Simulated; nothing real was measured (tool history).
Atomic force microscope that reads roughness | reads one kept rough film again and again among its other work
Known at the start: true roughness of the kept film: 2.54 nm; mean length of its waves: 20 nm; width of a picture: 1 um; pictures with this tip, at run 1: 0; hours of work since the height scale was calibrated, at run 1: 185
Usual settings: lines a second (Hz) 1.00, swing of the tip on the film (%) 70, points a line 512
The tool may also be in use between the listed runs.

run,hour,lines a second (Hz),swing of the tip on the film (%),points a line,pictures with this tip,hours of work since the height scale was calibrated,roughness of the kept film (nm (root mean square))
1,0.0,1.00,70,512,0,185,1.992
2,9.4,1.00,76,512,10,191,1.925
3,16.0,1.00,70,512,17,195,1.931
4,24.7,1.00,70,894,26,200,1.914
5,34.8,1.00,70,894,36,207,1.869
6,46.5,1.81,70,894,49,214,1.754
7,54.1,1.00,70,363,57,219,1.798
8,62.7,1.00,70,363,66,224,1.761
9,71.5,1.00,70,363,75,229,1.757
10,78.8,1.00,70,777,83,234,1.730
11,90.8,1.00,73,512,96,241,1.680
12,96.3,1.00,61,512,101,245,1.744
13,104.4,1.00,61,512,110,250,1.702
14,110.1,1.00,70,652,116,253,1.665
15,120.0,1.00,70,652,126,259,1.638
16,125.9,1.00,70,652,132,263,1.618
17,131.8,1.00,70,652,139,267,1.607
18,141.9,2.14,70,652,149,273,1.488
19,151.1,0.88,70,512,159,279,1.575
20,159.1,1.00,70,512,167,284,1.529
21,166.4,1.00,70,512,175,288,1.518
22,178.3,1.00,70,512,188,295,1.490
23,185.3,1.00,70,512,195,300,1.474
24,190.8,1.00,64,512,201,303,1.503
25,197.2,1.00,70,512,208,307,1.466
26,203.1,1.00,70,512,214,311,1.440
27,214.6,1.00,70,512,226,318,1.435
# hour 225.1: new tip fitted
28,226.8,1.06,58,512,2,325,2.042
29,234.0,1.00,64,771,10,330,2.006
30,243.9,1.00,64,771,20,336,1.977
31,251.9,1.00,64,771,29,341,1.933
32,262.9,1.00,64,771,40,347,1.904
33,273.9,1.55,82,771,52,354,1.637
34,283.2,1.55,82,771,62,360,1.613
35,293.5,2.96,59,512,73,366,1.700
36,302.2,1.94,66,264,82,372,1.639
37,310.8,1.94,66,264,91,377,1.632
38,321.9,0.56,68,264,102,384,1.700
39,329.3,1.00,69,749,110,389,1.678
40,335.3,1.00,56,749,117,392,1.730
41,345.4,2.16,68,665,127,398,1.562
42,353.7,3.58,85,433,136,404,1.138
43,359.9,3.58,85,433,142,407,1.141
44,369.5,0.50,68,292,153,413,1.610
45,376.7,0.50,74,292,160,418,1.569
46,383.2,0.50,74,292,167,422,1.546
47,390.4,1.00,55,387,175,426,1.580
48,400.9,1.00,55,387,186,433,1.545
49,406.8,1.00,55,387,192,436,1.525
50,412.9,1.00,73,512,198,440,1.454
51,421.6,1.00,73,512,207,446,1.441
52,426.9,1.00,73,512,213,449,1.434

The same runs without the tool's hidden state, with the same run-to-run variation:
The hidden state here: radius of the tip, nm; height scale over the true one, %; drift of the gauge itself on roughness_nm, %.
run,roughness of the kept film (nm (root mean square))
1,2.004
2,1.976
3,2.007
4,2.019
5,2.007
6,1.926
7,1.999
8,1.990
9,2.013
10,2.008
11,1.993
12,2.086
13,2.062
14,2.034
15,2.029
16,2.023
17,2.028
18,1.900
19,2.043
20,2.006
21,2.013
22,2.010
23,2.006
24,2.058
25,2.027
26,2.008
27,2.030
28,2.078
29,2.070
30,2.073
31,2.059
32,2.066
33,1.811
34,1.812
35,1.944
36,1.900
37,1.913
38,2.029
39,2.023
40,2.106
41,1.931
42,1.426
43,1.439
44,2.059
45,2.028
46,2.021
47,2.086
48,2.075
49,2.063
50,1.981
51,1.989
52,1.992
